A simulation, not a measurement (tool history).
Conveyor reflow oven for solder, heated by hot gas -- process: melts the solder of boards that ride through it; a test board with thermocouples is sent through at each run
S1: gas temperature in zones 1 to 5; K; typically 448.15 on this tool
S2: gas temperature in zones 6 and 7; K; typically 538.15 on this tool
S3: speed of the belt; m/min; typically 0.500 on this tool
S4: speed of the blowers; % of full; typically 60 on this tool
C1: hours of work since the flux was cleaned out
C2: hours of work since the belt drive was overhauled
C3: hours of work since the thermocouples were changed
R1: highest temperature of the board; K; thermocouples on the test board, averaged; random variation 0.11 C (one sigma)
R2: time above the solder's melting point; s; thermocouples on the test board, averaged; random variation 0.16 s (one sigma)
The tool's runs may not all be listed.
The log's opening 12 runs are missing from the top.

run 13 hour=209.6 | S1=448.15 S2=538.15 S3=0.596 S4=60 | C1=125 C2=736 C3=505 | R1=518.45 R2=46.6
run 14 hour=223.9 | S1=448.15 S2=538.15 S3=0.596 S4=60 | C1=136 C2=747 C3=516 | R1=518.55 R2=46.6
run 15 hour=245.9 | S1=448.15 S2=538.15 S3=0.500 S4=59 | C1=154 C2=765 C3=533 | R1=523.95 R2=62.4
run 16 hour=266.2 | S1=448.15 S2=538.15 S3=0.500 S4=59 | C1=170 C2=781 C3=549 | R1=524.05 R2=62.6
run 17 hour=289.1 | S1=448.15 S2=538.15 S3=0.499 S4=81 | C1=188 C2=799 C3=567 | R1=527.35 R2=66.4
run 18 hour=311.4 | S1=434.15 S2=528.15 S3=0.563 S4=55 | C1=205 C2=816 C3=585 | R1=507.85 R2=33.9
run 19 hour=323.0 | S1=448.15 S2=528.15 S3=0.563 S4=55 | C1=214 C2=825 C3=594 | R1=510.75 R2=42.2
run 20 hour=336.1 | S1=448.15 S2=528.15 S3=0.563 S4=55 | C1=225 C2=836 C3=604 | R1=510.75 R2=41.9
run 21 hour=353.8 | S1=453.15 S2=538.15 S3=0.575 S4=80 | C1=239 C2=850 C3=618 | R1=524.45 R2=56.3
run 22 hour=377.8 | S1=453.15 S2=538.15 S3=0.575 S4=80 | C1=257 C2=868 C3=637 | R1=524.35 R2=56.1
run 23 hour=401.1 | S1=453.15 S2=538.15 S3=0.575 S4=80 | C1=276 C2=887 C3=656 | R1=524.35 R2=56.1
run 24 hour=417.0 | S1=453.15 S2=552.15 S3=0.575 S4=80 | C1=288 C2=899 C3=668 | R1=536.65 R2=63.0
run 25 hour=429.3 | S1=453.15 S2=552.15 S3=0.575 S4=80 | C1=298 C2=909 C3=678 | R1=536.55 R2=63.2
run 26 hour=439.7 | S1=451.15 S2=538.15 S3=0.500 S4=60 | C1=306 C2=917 C3=686 | R1=524.45 R2=64.4
run 27 hour=461.0 | S1=451.15 S2=542.15 S3=0.500 S4=60 | C1=323 C2=934 C3=703 | R1=528.25 R2=67.0
run 28 hour=484.9 | S1=437.15 S2=543.15 S3=0.410 S4=51 | C1=342 C2=953 C3=722 | R1=531.05 R2=79.1
run 29 hour=498.6 | S1=437.15 S2=532.15 S3=0.529 S4=51 | C1=353 C2=964 C3=732 | R1=513.15 R2=43.5
run 30 hour=509.9 | S1=437.15 S2=532.15 S3=0.529 S4=64 | C1=361 C2=972 C3=741 | R1=515.95 R2=47.8
run 31 hour=524.0 | S1=461.15 S2=536.15 S3=0.529 S4=64 | C1=373 C2=984 C3=752 | R1=523.65 R2=64.2

Forecast each of these 4 alternatives for the next run:
run A hour=542.4 | S1=461.15 S2=532.15 S3=0.529 S4=61 | C1=387 C2=998 C3=767 | R1=? R2=?
run B hour=542.4 | S1=461.15 S2=536.15 S3=0.553 S4=64 | C1=387 C2=998 C3=767 | R1=? R2=?
run C hour=542.4 | S1=453.15 S2=538.15 S3=0.416 S4=60 | C1=387 C2=998 C3=767 | R1=? R2=?
run D hour=542.4 | S1=461.15 S2=536.15 S3=0.529 S4=64 | C1=387 C2=998 C3=767 | R1=? R2=?

run=A R1=519.65 R2=61.4
run=B R1=522.55 R2=60.3
run=C R1=529.35 R2=84.6
run=D R1=523.85 R2=64.2
Stripped of hidden state, with their random variation kept, the same runs would have yielded:
run=A R1=519.65 R2=61.4
run=B R1=522.55 R2=60.3
run=C R1=529.35 R2=84.6
run=D R1=523.85 R2=64.2
